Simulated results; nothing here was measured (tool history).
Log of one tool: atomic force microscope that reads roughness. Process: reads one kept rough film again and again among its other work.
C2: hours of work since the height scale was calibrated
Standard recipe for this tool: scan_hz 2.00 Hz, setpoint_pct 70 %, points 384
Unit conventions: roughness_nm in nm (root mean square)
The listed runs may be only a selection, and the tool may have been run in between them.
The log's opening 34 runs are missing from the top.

run 35 hour=1089.3 | scan_hz=0.75 setpoint_pct=63 points=431 | pictures_with_this_tip=236 C2=128 | roughness_nm=3.324
run 36 hour=1129.5 | scan_hz=0.75 setpoint_pct=63 points=431 | pictures_with_this_tip=289 C2=147 | roughness_nm=3.169
run 37 hour=1167.4 | scan_hz=0.75 setpoint_pct=63 points=431 | pictures_with_this_tip=339 C2=164 | roughness_nm=3.014
-- hour=1176.9 new tip fitted
run 38 hour=1194.2 | scan_hz=0.75 setpoint_pct=63 points=431 | pictures_with_this_tip=23 C2=176 | roughness_nm=4.042
run 39 hour=1235.5 | scan_hz=0.75 setpoint_pct=63 points=431 | pictures_with_this_tip=77 C2=195 | roughness_nm=3.845
run 40 hour=1258.5 | scan_hz=1.23 setpoint_pct=87 points=384 | pictures_with_this_tip=107 C2=205 | roughness_nm=3.594
run 41 hour=1281.0 | scan_hz=1.23 setpoint_pct=87 points=384 | pictures_with_this_tip=137 C2=216 | roughness_nm=3.475
run 42 hour=1323.4 | scan_hz=1.23 setpoint_pct=87 points=384 | pictures_with_this_tip=193 C2=235 | roughness_nm=3.328
run 43 hour=1350.1 | scan_hz=0.91 setpoint_pct=70 points=347 | pictures_with_this_tip=228 C2=247 | roughness_nm=3.313
run 44 hour=1372.5 | scan_hz=0.91 setpoint_pct=70 points=347 | pictures_with_this_tip=258 C2=257 | roughness_nm=3.212
run 45 hour=1396.8 | scan_hz=0.61 setpoint_pct=70 points=626 | pictures_with_this_tip=290 C2=269 | roughness_nm=3.181
run 46 hour=1428.5 | scan_hz=0.61 setpoint_pct=70 points=626 | pictures_with_this_tip=331 C2=283 | roughness_nm=3.045
-- hour=1443.4 new tip fitted
run 47 hour=1469.1 | scan_hz=1.20 setpoint_pct=70 points=384 | pictures_with_this_tip=34 C2=301 | roughness_nm=3.948
run 48 hour=1509.3 | scan_hz=2.00 setpoint_pct=70 points=472 | pictures_with_this_tip=87 C2=320 | roughness_nm=3.739
run 49 hour=1551.0 | scan_hz=2.00 setpoint_pct=56 points=679 | pictures_with_this_tip=142 C2=339 | roughness_nm=3.643
run 50 hour=1569.9 | scan_hz=2.00 setpoint_pct=73 points=680 | pictures_with_this_tip=167 C2=347 | roughness_nm=3.485
run 51 hour=1602.8 | scan_hz=2.00 setpoint_pct=70 points=962 | pictures_with_this_tip=210 C2=362 | roughness_nm=3.359
run 52 hour=1635.5 | scan_hz=2.00 setpoint_pct=71 points=701 | pictures_with_this_tip=253 C2=377 | roughness_nm=3.214
run 53 hour=1660.5 | scan_hz=2.00 setpoint_pct=71 points=701 | pictures_with_this_tip=286 C2=389 | roughness_nm=3.131

Each row is a separate what-if for the run after 53, all from the same tool condition, not one after another. Results?
run A hour=1703.6 | scan_hz=1.68 setpoint_pct=71 points=701 | pictures_with_this_tip=343 C2=409 | roughness_nm=?
run B hour=1703.6 | scan_hz=2.00 setpoint_pct=71 points=820 | pictures_with_this_tip=343 C2=409 | roughness_nm=?
run C hour=1703.6 | scan_hz=2.00 setpoint_pct=68 points=384 | pictures_with_this_tip=343 C2=409 | roughness_nm=?

run=A roughness_nm=3.008
run=B roughness_nm=2.986
run=C roughness_nm=2.953
Take away the tool's hidden state, keep each run's random variation, and the runs would have read:
run=A roughness_nm=4.195
run=B roughness_nm=4.163
run=C roughness_nm=4.118
